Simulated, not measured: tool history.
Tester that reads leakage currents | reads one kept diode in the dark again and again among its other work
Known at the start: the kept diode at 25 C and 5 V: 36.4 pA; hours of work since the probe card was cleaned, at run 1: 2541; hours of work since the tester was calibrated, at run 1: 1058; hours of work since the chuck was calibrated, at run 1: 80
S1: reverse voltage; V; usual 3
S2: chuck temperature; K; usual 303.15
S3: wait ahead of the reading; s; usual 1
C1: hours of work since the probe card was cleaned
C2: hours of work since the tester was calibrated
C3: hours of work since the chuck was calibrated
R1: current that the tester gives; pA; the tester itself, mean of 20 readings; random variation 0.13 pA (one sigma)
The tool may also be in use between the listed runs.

run     day     S1      S2    S3    C1    C2   C3      R1
  1       0      3  303.15     1  2541  1058   80   45.36
  2   1.475      3  303.15     1  2556  1073   95   45.23
  3   3.225      3  303.15     1  2574  1091  113   45.43
  4     4.9      3  303.15     1  2591  1109  130   45.08
  5   7.283      3  303.15     1  2616  1133  155    45.1
  6   9.017      3  303.15     1  2634  1151  173   45.09
  7  10.746      3  303.15     1  2652  1169  191   44.96
  8  11.925      3  317.15     1  2664  1181  203  110.07
  9  14.333      3  317.15     1  2689  1206  228  109.87
 10  16.283      3  303.15  7.72  2709  1226  248   44.54
 11  17.317      3  303.15  1.89  2720  1237  259   44.62
 12  19.642      3  303.15  1.89  2744  1261  283    44.6
 13  20.996      3  303.15  1.89  2758  1275  297   44.66
 14  23.554      3  303.15     1  2784  1301  323   44.99
 15  26.108      3  303.15     1  2811  1328  349   44.78
 16  28.292      3  297.15  0.76  2833  1350  372   30.86
 17  30.317      3  297.15  0.38  2854  1371  393   31.84
     30.638  -- probe card cleaned and baked
 18  32.308      3  297.15  0.38    17  1390  412   33.87
 19  34.496      3  303.15  0.38    40  1413  435   47.84
 20  36.046      3  320.15  6.52    56  1429  451  131.82
 21  37.546      3  298.15  0.85    71  1445  466   35.05
 22  39.304  19.79  303.15  1.58    90  1463  484  146.88
     40.379  -- probe card cleaned and baked, once more
 23  41.071      3  303.15  1.73     7  1480  501   40.01
 24  42.917      3  303.15  2.08    26  1499  520   40.05
 25  44.696      3  303.15  0.44    45  1517  539   41.11
 26  47.154   2.64  306.15     1    70  1543  564   46.41
 27  48.754    2.1  298.15  0.82    87  1559  581   23.68
 28  51.046   1.66  327.15  0.38   110  1583  605  145.32

Forecast each of these 5 alternatives for the next run:
  A  53.554  1.56  304.15  1.39  136  1609  630   ?
  B  53.554  1.66  307.15  0.38  136  1609  630   ?
  C  53.554     3  295.15  3.61  136  1609  630   ?
  D  53.554     3  309.15  0.71  136  1609  630   ?
  E  53.554  1.12  303.15  0.44  136  1609  630   ?

run     R1
  A  30.75
  B  40.04
  C  22.34
  D  60.89
  E  24.67
Without the tool's hidden state the same runs would have given:
run     R1
  A  31.93
  B  41.54
  C   23.1
  D  63.13
  E  25.61
